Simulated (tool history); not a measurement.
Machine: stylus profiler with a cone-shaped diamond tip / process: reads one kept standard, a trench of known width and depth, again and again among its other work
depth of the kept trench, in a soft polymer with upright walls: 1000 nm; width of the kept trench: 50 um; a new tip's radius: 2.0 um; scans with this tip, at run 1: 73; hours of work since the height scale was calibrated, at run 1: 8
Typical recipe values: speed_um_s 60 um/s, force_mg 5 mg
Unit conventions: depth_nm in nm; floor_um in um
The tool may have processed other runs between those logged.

| run | hour | speed_um_s | force_mg | scans with this tip | hours of work since the height scale was calibrated | depth_nm | floor_um |
|---|---|---|---|---|---|---|---|
| 1 | 0 | 60 | 5 | 73 | 8 | 1020.4 | 46.34 |
| 2 | 18.7 | 60 | 5 | 144 | 15 | 1020.39 | 46.32 |
| 3 | 43.7 | 60 | 5 | 238 | 26 | 1019.93 | 46.33 |
| 4 | 61.9 | 60 | 5 | 307 | 33 | 1020.3 | 46.3 |
| 5 | 80.1 | 16 | 5 | 375 | 40 | 1019.98 | 46.45 |
| 6 | 102.9 | 16 | 5 | 461 | 49 | 1020.23 | 46.39 |
| 7 | 117.2 | 224 | 5 | 515 | 55 | 1020.44 | 45.62 |
| 8 | 138.2 | 224 | 5 | 594 | 64 | 1020.23 | 45.6 |
| 9 | 161.2 | 60 | 5 | 681 | 73 | 1020.18 | 46.25 |
| 10 | 183 | 60 | 5 | 763 | 82 | 1020.21 | 46.23 |
| 11 | 203.6 | 60 | 3.32 | 841 | 90 | 1015.12 | 46.11 |
| 12 | 231.8 | 60 | 3.32 | 948 | 102 | 1015.11 | 46.16 |
| 13 | 257.8 | 142 | 5 | 1045 | 112 | 1019.98 | 45.94 |
| 14 | 279.1 | 142 | 5 | 1126 | 121 | 1020.32 | 45.81 |
| 15 | 309 | 142 | 5 | 1239 | 133 | 1020.09 | 45.81 |
| 16 | 323 | 142 | 5 | 1291 | 138 | 1020.33 | 45.83 |
| 17 | 340.5 | 142 | 5 | 1357 | 146 | 1019.94 | 45.86 |
| 18 | 356.8 | 42 | 12.93 | 1419 | 152 | 1038.4 | 46.27 |
|  | 359.8 | height scale calibrated on a step standard |
| 19 | 370.4 | 42 | 12.93 | 1468 | 4 | 1038.23 | 46.26 |
| 20 | 395.6 | 42 | 12.93 | 1563 | 14 | 1038.57 | 46.24 |
| 21 | 418.9 | 42 | 12.93 | 1651 | 24 | 1037.93 | 46.23 |
| 22 | 439.3 | 42 | 12.93 | 1728 | 32 | 1038.4 | 46.2 |
| 23 | 467.6 | 46 | 4.79 | 1835 | 44 | 1018.89 | 46.12 |
| 24 | 492.6 | 189 | 3.85 | 1929 | 54 | 1015.63 | 45.49 |
|  | 498.4 | height scale calibrated on a step standard, once more |
| 25 | 515.4 | 83 | 4.51 | 2013 | 7 | 1020.61 | 45.93 |
| 26 | 537.4 | 83 | 4.51 | 2096 | 16 | 1020.05 | 45.9 |
| 27 | 550.9 | 68 | 7.1 | 2147 | 21 | 1027.36 | 46.1 |
| 28 | 571.1 | 69 | 3.53 | 2223 | 29 | 1017.16 | 45.92 |
| 29 | 584.8 | 69 | 3.53 | 2275 | 35 | 1016.97 | 45.89 |
| 30 | 606.1 | 26 | 3.52 | 2355 | 44 | 1017.38 | 46.13 |
| 31 | 634 | 57 | 1.94 | 2460 | 55 | 1011.67 | 45.81 |
| 32 | 659.5 | 98 | 3.18 | 2556 | 65 | 1015.79 | 45.73 |

5 options for the next run, each taken on its own from the tool as it stands now. Forecast them:
| A | 682.1 | 46 | 8.16 | 2642 | 74 | ? | ? |
| B | 682.1 | 98 | 1.75 | 2642 | 74 | ? | ? |
| C | 682.1 | 32 | 11.8 | 2642 | 74 | ? | ? |
| D | 682.1 | 44 | 2.24 | 2642 | 74 | ? | ? |
| E | 682.1 | 206 | 6.96 | 2642 | 74 | ? | ? |

| run | depth_nm | floor_um |
|---|---|---|
| A | 1029.66 | 46.05 |
| B | 1010.49 | 45.6 |
| C | 1037.58 | 46.14 |
| D | 1012.61 | 45.89 |
| E | 1026.85 | 45.51 |
With no hidden state in the tool, these same runs would have given:
| run | depth_nm | floor_um |
|---|---|---|
| A | 1029.09 | 46.39 |
| B | 1009.94 | 45.93 |
| C | 1037.01 | 46.48 |
| D | 1012.06 | 46.23 |
| E | 1026.28 | 45.84 |

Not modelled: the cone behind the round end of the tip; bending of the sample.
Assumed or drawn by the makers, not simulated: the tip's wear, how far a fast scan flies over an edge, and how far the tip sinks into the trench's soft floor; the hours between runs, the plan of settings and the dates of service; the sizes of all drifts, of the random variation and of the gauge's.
